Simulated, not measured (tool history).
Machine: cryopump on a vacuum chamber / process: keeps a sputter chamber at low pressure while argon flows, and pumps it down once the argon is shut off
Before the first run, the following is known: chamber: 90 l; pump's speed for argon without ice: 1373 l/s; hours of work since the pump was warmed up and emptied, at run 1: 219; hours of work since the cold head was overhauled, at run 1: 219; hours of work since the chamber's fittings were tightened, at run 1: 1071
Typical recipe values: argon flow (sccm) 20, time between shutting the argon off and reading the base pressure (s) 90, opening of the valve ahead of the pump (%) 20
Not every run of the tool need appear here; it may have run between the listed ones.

| run | hour | argon flow (sccm) | time between shutting the argon off and reading the base pressure (s) | opening of the valve ahead of the pump (%) | hours of work since the pump was warmed up and emptied | hours of work since the cold head was overhauled | hours of work since the chamber's fittings were tightened | pressure while argon flows (Pa) | pressure after the wait (uPa) |
|---|---|---|---|---|---|---|---|---|---|
| 1 | 0 | 20 | 90 | 20 | 219 | 219 | 1071 | 0.127 | 2.18 |
| 2 | 10 | 20 | 90 | 20 | 223 | 223 | 1075 | 0.1259 | 2.27 |
| 3 | 17.1 | 20 | 104 | 20 | 226 | 226 | 1078 | 0.1271 | 2.23 |
| 4 | 26.8 | 20 | 104 | 20 | 230 | 230 | 1082 | 0.1267 | 2.16 |
| 5 | 36.1 | 20 | 104 | 20 | 234 | 234 | 1086 | 0.1263 | 2.2 |
| 6 | 44.1 | 20 | 104 | 20 | 237 | 237 | 1090 | 0.1263 | 2.14 |
| 7 | 51.2 | 20 | 104 | 20 | 240 | 240 | 1093 | 0.127 | 2.21 |
| 8 | 65.4 | 20 | 104 | 20 | 246 | 246 | 1099 | 0.1279 | 2.24 |
| 9 | 72.3 | 20 | 90 | 20 | 249 | 249 | 1102 | 0.1276 | 2.25 |
| 10 | 88.4 | 28 | 24 | 24 | 256 | 256 | 1108 | 0.1493 | 4.37 |
| 11 | 97.6 | 28 | 24 | 24 | 260 | 260 | 1112 | 0.151 | 4.41 |
| 12 | 107.9 | 28 | 24 | 24 | 264 | 264 | 1117 | 0.1494 | 4.49 |
| 13 | 121.7 | 22 | 92 | 29 | 270 | 270 | 1123 | 0.0988 | 2.39 |
| 14 | 128.4 | 36 | 37 | 20 | 273 | 273 | 1125 | 0.2303 | 3.4 |
| 15 | 141 | 25 | 112 | 28 | 278 | 278 | 1131 | 0.1162 | 2.22 |
| 16 | 149.7 | 10 | 21 | 29 | 282 | 282 | 1134 | 0.0449 | 4.73 |
| 17 | 160.6 | 20 | 82 | 24 | 287 | 287 | 1139 | 0.1075 | 2.5 |
| 18 | 175.6 | 20 | 82 | 24 | 293 | 293 | 1145 | 0.1088 | 2.5 |

For some of the steps in pressure while argon flows (Pa) from one run to the next: how much would appear even if the tool had no hidden state, given the settings, what came in and random variation, and how much remains for the hidden state plus any gauge scatter that the measured result and the result without hidden state don't share?
Hidden state at play: pump's speed, % of a pump's without ice; cold plate's temperature, K; leak into the chamber, uPa l/s; drift of the gauge itself on working_pa, %; drift of the gauge itself on base_upa, %.
Run 13 -> 14: argon flow (sccm) 22 -> 36, time between shutting the argon off and reading the base pressure (s) 92 -> 37, opening of the valve ahead of the pump (%) 29 -> 20. pressure while argon flows (Pa) +0.1315: hidden state +0.0035, all else +0.128.
Run 15 -> 16: argon flow (sccm) 25 -> 10, time between shutting the argon off and reading the base pressure (s) 112 -> 21, opening of the valve ahead of the pump (%) 28 -> 29. pressure while argon flows (Pa) -0.0713: hidden state -0.0037, all else -0.0676.

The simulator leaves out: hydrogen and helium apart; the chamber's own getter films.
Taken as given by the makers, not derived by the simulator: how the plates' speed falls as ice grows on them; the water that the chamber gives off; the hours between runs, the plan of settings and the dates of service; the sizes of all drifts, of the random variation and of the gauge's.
